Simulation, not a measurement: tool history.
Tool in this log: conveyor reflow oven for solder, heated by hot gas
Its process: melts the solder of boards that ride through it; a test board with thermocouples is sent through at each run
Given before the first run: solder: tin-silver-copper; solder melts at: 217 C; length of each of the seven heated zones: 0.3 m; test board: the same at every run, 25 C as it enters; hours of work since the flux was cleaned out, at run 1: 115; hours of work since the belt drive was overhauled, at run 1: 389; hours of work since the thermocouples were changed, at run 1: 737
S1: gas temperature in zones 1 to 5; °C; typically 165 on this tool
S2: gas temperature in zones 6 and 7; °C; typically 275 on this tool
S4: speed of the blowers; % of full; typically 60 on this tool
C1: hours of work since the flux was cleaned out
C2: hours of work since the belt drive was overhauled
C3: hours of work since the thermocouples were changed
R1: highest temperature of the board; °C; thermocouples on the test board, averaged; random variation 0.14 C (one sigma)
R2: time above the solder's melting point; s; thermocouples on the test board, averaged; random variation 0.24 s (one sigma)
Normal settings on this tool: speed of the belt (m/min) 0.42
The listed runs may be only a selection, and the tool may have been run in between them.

Run 1, day 0.000: usual settings; C1 115; C2 389; C3 737. Result: R1 256.8 °C, R2 64.8 s.
Run 2, day 1.692: usual settings; C1 134; C2 408; C3 756. Result: R1 256.7 °C, R2 64.8 s.
Run 3, day 3.079: usual settings; C1 150; C2 423; C3 771. Result: R1 256.8 °C, R2 64.7 s.
Run 4, day 4.138: usual settings; C1 162; C2 435; C3 783. Result: R1 256.7 °C, R2 64.1 s.
Run 5, day 5.200: usual settings but S1 179 °C; C1 174; C2 447; C3 795. Result: R1 259.1 °C, R2 71.9 s.
Run 6, day 6.542: usual settings but S1 179 °C; C1 189; C2 462; C3 810. Result: R1 259.2 °C, R2 71.9 s.
Run 7, day 7.542: usual settings but S1 179 °C; C1 200; C2 473; C3 821. Result: R1 259.0 °C, R2 71.4 s.
Run 8, day 8.283: usual settings but S1 179 °C; C1 208; C2 481; C3 830. Result: R1 259.2 °C, R2 72.1 s.

What does the tool deliver on the next run?
Run 9, day 9.554: usual settings but S1 153 °C, S2 286 °C; C1 222; C2 496; C3 844. Result: R1 ?, R2 ?.

{"run 9": {"R1": 264.2, "R2": 65.8}}
The same run, on a tool lacking any hidden state, would have yielded R1 264.5 °C, R2 65.5 s.

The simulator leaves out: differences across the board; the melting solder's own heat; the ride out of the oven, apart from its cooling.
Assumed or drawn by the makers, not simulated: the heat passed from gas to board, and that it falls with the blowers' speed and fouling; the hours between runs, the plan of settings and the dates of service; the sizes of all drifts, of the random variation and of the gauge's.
